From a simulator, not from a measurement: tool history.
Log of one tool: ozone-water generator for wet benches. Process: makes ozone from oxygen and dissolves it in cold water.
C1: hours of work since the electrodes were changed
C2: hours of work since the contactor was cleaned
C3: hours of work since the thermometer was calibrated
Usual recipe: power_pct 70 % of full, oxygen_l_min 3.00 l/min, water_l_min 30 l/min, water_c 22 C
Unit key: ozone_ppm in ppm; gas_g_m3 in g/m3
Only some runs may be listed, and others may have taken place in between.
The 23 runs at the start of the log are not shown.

run 24 day=112.729 | power_pct=52 oxygen_l_min=2.05 water_l_min=37 water_c=15 | C1=3130 C2=1723 C3=1864 | ozone_ppm=6.90 gas_g_m3=266.8
run 25 day=117.150 | power_pct=83 oxygen_l_min=2.06 water_l_min=19 water_c=14 | C1=3212 C2=1805 C3=1946 | ozone_ppm=23.14 gas_g_m3=402.0
run 26 day=121.825 | power_pct=83 oxygen_l_min=2.06 water_l_min=19 water_c=14 | C1=3299 C2=1891 C3=2033 | ozone_ppm=22.88 gas_g_m3=404.1
run 27 day=126.075 | power_pct=83 oxygen_l_min=2.06 water_l_min=19 water_c=14 | C1=3378 C2=1970 C3=2112 | ozone_ppm=22.91 gas_g_m3=398.8
run 28 day=131.933 | power_pct=70 oxygen_l_min=5.19 water_l_min=30 water_c=20 | C1=3487 C2=2079 C3=2220 | ozone_ppm=13.61 gas_g_m3=206.9
run 29 day=135.233 | power_pct=49 oxygen_l_min=1.53 water_l_min=30 water_c=22 | C1=3548 C2=2140 C3=2282 | ozone_ppm=7.59 gas_g_m3=297.5
run 30 day=140.508 | power_pct=49 oxygen_l_min=1.53 water_l_min=30 water_c=22 | C1=3646 C2=2238 C3=2379 | ozone_ppm=7.42 gas_g_m3=294.6
run 31 day=144.267 | power_pct=49 oxygen_l_min=1.53 water_l_min=30 water_c=22 | C1=3716 C2=2308 C3=2449 | ozone_ppm=7.43 gas_g_m3=295.2
-- day=148.958 water thermometer calibrated
run 32 day=150.142 | power_pct=54 oxygen_l_min=3.00 water_l_min=35 water_c=22 | C1=3824 C2=2416 C3=22 | ozone_ppm=8.08 gas_g_m3=220.6
run 33 day=154.554 | power_pct=54 oxygen_l_min=3.00 water_l_min=35 water_c=22 | C1=3906 C2=2498 C3=104 | ozone_ppm=8.10 gas_g_m3=221.8
run 34 day=161.262 | power_pct=95 oxygen_l_min=2.18 water_l_min=30 water_c=22 | C1=4031 C2=2623 C3=228 | ozone_ppm=15.08 gas_g_m3=439.7

What if the next run were any one of these 3? Each begins from the tool's condition after run 34:
run A day=164.558 | power_pct=81 oxygen_l_min=2.25 water_l_min=23 water_c=22 | C1=4092 C2=2684 C3=289 | ozone_ppm=? gas_g_m3=?
run B day=164.558 | power_pct=70 oxygen_l_min=3.76 water_l_min=20 water_c=17 | C1=4092 C2=2684 C3=289 | ozone_ppm=? gas_g_m3=?
run C day=164.558 | power_pct=70 oxygen_l_min=3.00 water_l_min=30 water_c=17 | C1=4092 C2=2684 C3=289 | ozone_ppm=? gas_g_m3=?

run=A ozone_ppm=17.29 gas_g_m3=376.8
run=B ozone_ppm=19.74 gas_g_m3=246.8
run=C ozone_ppm=12.64 gas_g_m3=277.0
Stripped of hidden state, with their random variation kept, the same runs would have yielded:
run=A ozone_ppm=17.33 gas_g_m3=377.4
run=B ozone_ppm=19.78 gas_g_m3=247.1
run=C ozone_ppm=12.67 gas_g_m3=277.3

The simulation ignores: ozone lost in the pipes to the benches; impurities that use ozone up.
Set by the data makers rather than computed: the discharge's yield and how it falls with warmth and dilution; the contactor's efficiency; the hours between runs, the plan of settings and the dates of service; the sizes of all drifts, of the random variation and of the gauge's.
